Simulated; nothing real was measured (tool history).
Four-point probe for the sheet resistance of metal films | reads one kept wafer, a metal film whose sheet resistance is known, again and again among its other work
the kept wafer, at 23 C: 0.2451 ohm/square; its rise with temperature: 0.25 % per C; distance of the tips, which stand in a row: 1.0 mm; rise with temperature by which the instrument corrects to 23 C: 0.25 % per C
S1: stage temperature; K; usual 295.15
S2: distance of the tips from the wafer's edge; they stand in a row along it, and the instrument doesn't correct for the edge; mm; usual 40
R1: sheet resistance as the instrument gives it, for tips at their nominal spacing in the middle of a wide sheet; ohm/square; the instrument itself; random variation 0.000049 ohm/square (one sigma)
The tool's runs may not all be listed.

run 1 hour=0.0 | S1=295.15 S2=40 | R1=0.244137
run 2 hour=32.4 | S1=295.15 S2=4 | R1=0.251988
run 3 hour=96.6 | S1=295.15 S2=40 | R1=0.244038
run 4 hour=157.1 | S1=295.15 S2=40 | R1=0.244066
run 5 hour=230.3 | S1=295.15 S2=40 | R1=0.244064
run 6 hour=291.1 | S1=295.15 S2=40 | R1=0.243947
run 7 hour=340.7 | S1=296.15 S2=40 | R1=0.243944
run 8 hour=401.4 | S1=296.15 S2=40 | R1=0.243932
run 9 hour=461.5 | S1=296.15 S2=40 | R1=0.243850
run 10 hour=536.1 | S1=295.15 S2=40 | R1=0.243840
run 11 hour=585.5 | S1=296.15 S2=62 | R1=0.243803
run 12 hour=639.5 | S1=298.15 S2=4 | R1=0.251621
run 13 hour=687.2 | S1=298.15 S2=4 | R1=0.251621
run 14 hour=736.7 | S1=306.15 S2=56 | R1=0.243723
run 15 hour=813.5 | S1=300.15 S2=38 | R1=0.243761
run 16 hour=888.5 | S1=300.15 S2=38 | R1=0.243676
run 17 hour=938.3 | S1=300.15 S2=32 | R1=0.243714
run 18 hour=991.9 | S1=294.15 S2=32 | R1=0.243596
run 19 hour=1050.8 | S1=294.15 S2=32 | R1=0.243705

Some steps in R1 between neighbouring runs. How much of each would the tool show without its hidden state too (settings, what came in, random variation), and how much is left for the hidden state, with any gauge scatter that isn't in both results?
The hidden state here: inner tips' distance over the nominal, %; tips' flats over new ones', %; wafer's true temperature over the reading, C; drift of the gauge itself on sheet_ohm, %.
Run 2 -> 3: S2 4 -> 40. R1 -0.007950 ohm/square: hidden state +0.000004, all else -0.007954.
Run 11 -> 12: S1 296.15 -> 298.15, S2 62 -> 4. R1 +0.007818 ohm/square: hidden state -0.000064, all else +0.007882.
